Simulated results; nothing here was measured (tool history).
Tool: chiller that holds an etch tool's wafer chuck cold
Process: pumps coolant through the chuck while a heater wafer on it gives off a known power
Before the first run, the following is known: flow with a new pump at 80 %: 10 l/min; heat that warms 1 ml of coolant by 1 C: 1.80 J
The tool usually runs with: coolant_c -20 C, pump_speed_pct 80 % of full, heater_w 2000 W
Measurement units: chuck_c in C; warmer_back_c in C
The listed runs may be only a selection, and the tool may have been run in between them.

Run 1, hour 0: usual settings. Result: chuck_c -5 C, warmer_back_c 6.93 C.
Run 2, hour 91.1: usual settings. Result: chuck_c -4.8 C, warmer_back_c 6.87 C.
Run 3, hour 181.5: usual settings. Result: chuck_c -4.8 C, warmer_back_c 6.94 C.
Run 4, hour 295.7: usual settings. Result: chuck_c -5 C, warmer_back_c 6.93 C.
Run 5, hour 477.8: usual settings but coolant_c -22 C. Result: chuck_c -6.9 C, warmer_back_c 6.92 C.
Run 6, hour 565.1: usual settings but coolant_c -22 C. Result: chuck_c -6.9 C, warmer_back_c 6.99 C.
Run 7, hour 761: usual settings but heater_w 2959 W. Result: chuck_c 2.6 C, warmer_back_c 10.28 C.
At hour 787.7: chiller's thermometer calibrated.
Run 8, hour 901.4: usual settings. Result: chuck_c -4.5 C, warmer_back_c 7.07 C.
Run 9, hour 1109: usual settings. Result: chuck_c -4.4 C, warmer_back_c 7 C.
Run 10, hour 1268.5: usual settings. Result: chuck_c -4.3 C, warmer_back_c 6.93 C.
Run 11, hour 1407.9: usual settings. Result: chuck_c -4.2 C, warmer_back_c 7.02 C.
Run 12, hour 1523.2: usual settings. Result: chuck_c -4.2 C, warmer_back_c 7.08 C.
Run 13, hour 1666.8: usual settings. Result: chuck_c -4 C, warmer_back_c 6.97 C.
Run 14, hour 1774.3: usual settings. Result: chuck_c -4.4 C, warmer_back_c 7.02 C.
At hour 1796.4: coolant pump overhauled.
Run 15, hour 1977.4: usual settings. Result: chuck_c -4.2 C, warmer_back_c 7.12 C.
Run 16, hour 2111.4: usual settings. Result: chuck_c -4 C, warmer_back_c 7.14 C.
Run 17, hour 2267.4: usual settings but coolant_c -22 C, pump_speed_pct 87 % of full, heater_w 1231 W. Result: chuck_c -12.9 C, warmer_back_c 4.04 C.
At hour 2385.1: coolant pump overhauled, once more.
Run 18, hour 2435.8: usual settings but coolant_c -18 C, pump_speed_pct 84 % of full, heater_w 1231 W. Result: chuck_c -9.1 C, warmer_back_c 3.81 C.
Run 19, hour 2578.8: usual settings but coolant_c -14 C, pump_speed_pct 64 % of full, heater_w 1230 W. Result: chuck_c -2.7 C, warmer_back_c 5.23 C.
Run 20, hour 2673.4: usual settings but coolant_c -30 C, pump_speed_pct 83 % of full, heater_w 1285 W. Result: chuck_c -20.7 C, warmer_back_c 4.09 C.
Run 21, hour 2789.6: usual settings but coolant_c -11 C, heater_w 1453 W. Result: chuck_c 0.1 C, warmer_back_c 4.78 C.
Run 22, hour 2916.5: usual settings but coolant_c -11 C, heater_w 1453 W. Result: chuck_c 0.1 C, warmer_back_c 4.77 C.
Run 23, hour 3096.1: usual settings but coolant_c -11 C, pump_speed_pct 92 % of full, heater_w 1348 W. Result: chuck_c -2 C, warmer_back_c 3.8 C.
Run 24, hour 3266.6: usual settings but coolant_c -11 C, pump_speed_pct 92 % of full, heater_w 1348 W. Result: chuck_c -2 C, warmer_back_c 3.84 C.
Run 25, hour 3436.1: usual settings but coolant_c -26 C, pump_speed_pct 69 % of full, heater_w 1829 W. Result: chuck_c -9.9 C, warmer_back_c 7.15 C.
Run 26, hour 3600.7: usual settings but coolant_c -26 C, pump_speed_pct 71 % of full, heater_w 1829 W. Result: chuck_c -10.3 C, warmer_back_c 6.97 C.
Run 27, hour 3768.4: usual settings but coolant_c -21 C, pump_speed_pct 64 % of full, heater_w 1031 W. Result: chuck_c -11.2 C, warmer_back_c 4.42 C.
At hour 3832: chiller's thermometer calibrated.
Run 28, hour 3877.7: usual settings but coolant_c -16 C, pump_speed_pct 99 % of full, heater_w 2278 W. Result: chuck_c -1.2 C, warmer_back_c 6.02 C.
Run 29, hour 4017.3: usual settings but coolant_c -10 C, pump_speed_pct 97 % of full, heater_w 2006 W. Result: chuck_c 3.2 C, warmer_back_c 5.46 C.
Run 30, hour 4154.8: usual settings but coolant_c -10 C, pump_speed_pct 97 % of full, heater_w 2006 W. Result: chuck_c 3.3 C, warmer_back_c 5.46 C.
At hour 4267.4: coolant changed, channels flushed.
Run 31, hour 4329: usual settings but coolant_c -10 C, pump_speed_pct 97 % of full, heater_w 2006 W. Result: chuck_c 1.7 C, warmer_back_c 5.45 C.

Had the tool no unlogged condition, and each run kept its random variation, what would the results have been?
The hidden state here: heat passed by the chuck's channels, % of clean ones'; flow at a given pump speed, % of a new pump's; coolant's true temperature over the reading, C; drift of the gauge itself on chuck_c, C; drift of the gauge itself on warmer_back_c, C.
run  chuck_c  warmer_back_c
  1     -6.2           6.67
  2       -6           6.61
  3       -6           6.67
  4     -6.3           6.66
  5     -8.2           6.63
  6     -8.1           6.69
  7      0.5           9.83
  8     -6.3           6.76
  9     -6.3           6.67
 10     -6.2            6.6
 11     -6.1           6.67
 12     -6.1           6.72
 13       -6           6.61
 14     -6.4           6.65
 15     -6.4           6.68
 16     -6.2           6.69
 17    -14.1           3.78
 18     -9.8           3.83
 19     -3.6           5.25
 20    -21.5           4.11
 21     -0.9            4.8
 22     -0.9           4.78
 23     -2.8            3.8
 24     -2.7           3.83
 25    -11.5           7.13
 26    -11.9           6.94
 27      -12            4.4
 28       -3           5.98
 29      1.6           5.41
 30      1.6           5.41
 31      1.6           5.38

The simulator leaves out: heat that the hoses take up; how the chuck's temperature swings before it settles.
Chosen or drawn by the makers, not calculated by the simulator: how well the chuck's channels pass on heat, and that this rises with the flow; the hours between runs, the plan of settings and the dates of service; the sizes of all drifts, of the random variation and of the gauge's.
